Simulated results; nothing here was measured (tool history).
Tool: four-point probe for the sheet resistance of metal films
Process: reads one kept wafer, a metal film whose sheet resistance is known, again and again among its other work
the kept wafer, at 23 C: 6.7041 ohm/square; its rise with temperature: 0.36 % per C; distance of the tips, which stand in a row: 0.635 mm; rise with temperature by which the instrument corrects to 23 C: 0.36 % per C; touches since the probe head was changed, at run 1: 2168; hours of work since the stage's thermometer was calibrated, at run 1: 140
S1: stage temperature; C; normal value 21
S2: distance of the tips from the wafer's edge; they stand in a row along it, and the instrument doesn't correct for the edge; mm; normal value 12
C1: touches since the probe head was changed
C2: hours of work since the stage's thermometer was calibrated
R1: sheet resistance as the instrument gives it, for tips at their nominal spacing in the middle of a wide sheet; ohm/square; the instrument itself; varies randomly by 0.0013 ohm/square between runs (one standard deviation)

run	hour	S1	S2	C1	C2	R1
1	0.0	21	12	2168	140	6.713817
2	26.7	27	12	2832	158	6.716570
3	40.8	20	12	3184	168	6.711723
4	63.1	20	12	3738	183	6.710768
5	81.8	20	12	4205	195	6.713565
6	96.0	21	12	4558	205	6.713749
7	127.7	21	12	5347	226	6.713354
8	159.8	21	12	6147	247	6.714249
9	194.3	21	12	7004	271	6.712814
10	222.6	21	4	7707	289	6.791123
11	240.1	21	4	8144	301	6.793769
12	270.3	21	10	8896	321	6.717187
13	304.7	21	10	9753	344	6.718332
14	330.8	21	10	10400	362	6.719857
15	346.7	21	10	10797	373	6.720371
16	371.2	20	10	11406	389	6.719661
17	387.6	19	12	11815	400	6.711281
18	406.3	19	12	12281	412	6.713531
19	436.6	19	12	13036	433	6.714013
20	465.6	21	12	13758	452	6.713790
21	495.6	26	9	14502	472	6.723641
22	514.4	28	4	14972	485	6.795047
23	542.7	22	17	15675	504	6.709041
24	574.7	23	3	16473	525	6.863779
25	588.8	23	3	16824	535	6.863085
26	613.3	25	35	17434	551	6.704456
27	638.7	20	15	18066	568	6.709368
28	665.7	19	66	18738	586	6.707560
29	695.3	30	60	19473	606	6.707841
30	710.6	34	51	19855	616	6.707051
31	726.6	19	11	20254	627	6.715219
32	756.9	21	10	21007	647	6.717238
33	782.6	22	71	21646	664	6.705182
34	803.6	28	23	22169	678	6.707293
35	831.5	21	7	22864	697	6.732026
36	863.1	30	15	23651	718	6.714525
37	896.6	30	15	24485	741	6.715006
38	931.0	30	15	25339	764	6.712387
39	957.0	23	15	25988	781	6.712482

Below are 5 alternative next runs, each starting from the tool's condition after run 39. Predict each:
A	980.3	33	43	26566	797	?
B	980.3	29	18	26566	797	?
C	980.3	30	34	26566	797	?
D	980.3	23	14	26566	797	?
E	980.3	28	4	26566	797	?

run	R1
A	6.707704
B	6.710837
C	6.708880
D	6.711318
E	6.797208
What these runs would have given with no unlogged condition in the tool:
run	R1
A	6.708109
B	6.711241
C	6.709284
D	6.711722
E	6.797617
